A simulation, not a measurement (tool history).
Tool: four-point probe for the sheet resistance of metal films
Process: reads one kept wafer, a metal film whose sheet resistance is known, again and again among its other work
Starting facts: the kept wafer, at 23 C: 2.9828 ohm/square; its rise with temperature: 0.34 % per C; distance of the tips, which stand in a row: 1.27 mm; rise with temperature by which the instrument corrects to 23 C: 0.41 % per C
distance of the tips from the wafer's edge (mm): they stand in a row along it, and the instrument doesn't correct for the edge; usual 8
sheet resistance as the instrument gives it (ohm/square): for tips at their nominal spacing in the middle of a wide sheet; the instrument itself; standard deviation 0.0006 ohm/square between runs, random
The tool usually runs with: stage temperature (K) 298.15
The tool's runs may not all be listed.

run	day	stage temperature (K)	distance of the tips from the wafer's edge (mm)	sheet resistance as the instrument gives it (ohm/square)
1	0.000	298.15	8	3.018686
2	0.950	298.15	8	3.018275
3	2.783	296.15	8	3.023061
4	4.608	292.15	8	3.033061
5	5.904	292.15	8	3.032400
6	6.862	292.15	8	3.032682
7	8.362	298.15	17	2.988296
8	10.258	298.15	17	2.986792
9	11.750	298.15	17	2.987299
10	13.492	298.15	8	3.018466
11	14.775	298.15	8	3.019566
12	15.904	298.15	8	3.017607
13	16.992	295.15	8	3.026108
14	19.012	295.15	8	3.026801
15	19.929	295.15	8	3.024866
16	21.192	295.15	8	3.025391
17	22.933	292.15	3	3.253299
18	24.708	299.15	59	2.978510
19	26.167	298.15	5	3.079234
20	27.942	296.15	65	2.984812
21	28.842	301.15	7	3.023924
22	30.717	304.15	18	2.973172
23	31.783	294.15	4	3.140584
24	33.571	294.15	4	3.140299
25	35.008	302.15	33	2.972640
26	37.183	303.15	25	2.972272
27	38.442	303.15	25	2.971664
28	40.383	303.15	25	2.972226
29	41.654	297.15	67	2.982248
30	42.996	302.15	4	3.121520
31	44.575	293.15	9	3.022107

Here are 4 independent what-if runs from the current tool condition. What would each one return?
A	46.658	305.15	13	?
B	46.658	292.15	10	?
C	46.658	304.15	29	?
D	46.658	305.15	5	?

run	sheet resistance as the instrument gives it (ohm/square)
A	2.978780
B	3.018829
C	2.967697
D	3.062210
With the hidden condition removed and each run's random variation left untouched, the same runs would have given:
run	sheet resistance as the instrument gives it (ohm/square)
A	2.978454
B	3.018497
C	2.967372
D	3.061876
